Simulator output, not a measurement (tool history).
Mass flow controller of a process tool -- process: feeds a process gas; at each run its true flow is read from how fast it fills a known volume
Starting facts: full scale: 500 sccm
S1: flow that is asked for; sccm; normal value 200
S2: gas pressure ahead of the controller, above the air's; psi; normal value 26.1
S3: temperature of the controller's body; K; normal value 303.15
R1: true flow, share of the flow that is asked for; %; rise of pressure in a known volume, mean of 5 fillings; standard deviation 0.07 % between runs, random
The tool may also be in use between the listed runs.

run      day   S1    S2      S3      R1
  1        0  200  26.1  303.15   98.23
  2    4.871  200  26.1  303.15   98.16
  3   11.838  200    26  303.15   98.14
  4   16.025  200    26  303.15   98.08
  5   23.454  343  26.1  303.15   98.52
  6    28.45  200  26.1  303.15   98.01
  7   35.271  200  26.1  303.15   98.15
  8   41.725  200  26.1  303.15   98.12
  9   46.321  200  26.1  299.15   98.42
 10   53.512   54  26.1  303.15   99.65
 11   57.792   54  26.1  303.15   99.67
 12   63.129   54  26.1  303.15   99.66
 13   69.429   54  26.1  303.15    99.7
 14   74.725   54  26.1  303.15   99.85
 15   78.621   54  26.1  303.15   99.72
 16   82.708  360    29  298.15   99.11
 17   88.729  200  26.1  300.15   98.23
 18   91.879  447    31  301.15   99.06
 19   96.379  198  21.3  296.15    98.5
 20  102.746  198  21.3  296.15   98.48
     103.404  -- controller's zero set anew
 21  106.988  198  21.3  296.15   98.94
 22  110.442  280  31.8  302.15   98.65
 23  118.238  328  29.4  308.15   98.44
 24  122.075  315    21  308.15   98.31
 25  127.475   54  26.1  305.15  101.78
     134.704  -- controller's zero set anew, once more
 26  134.712   54  26.1  309.15   95.91
 27  138.712   54  26.1  309.15   95.95
 28  144.438  213  25.2  301.15   97.24
 29  147.896  246  26.1  296.15   97.69

The next listed run, before its measurement:
 30  154.733  246  26.1  296.15   ?

{"run 30": {"R1": 97.82}}
With the hidden condition absent and the run-to-run variation left alone, this run would have shown R1 98.81 %.
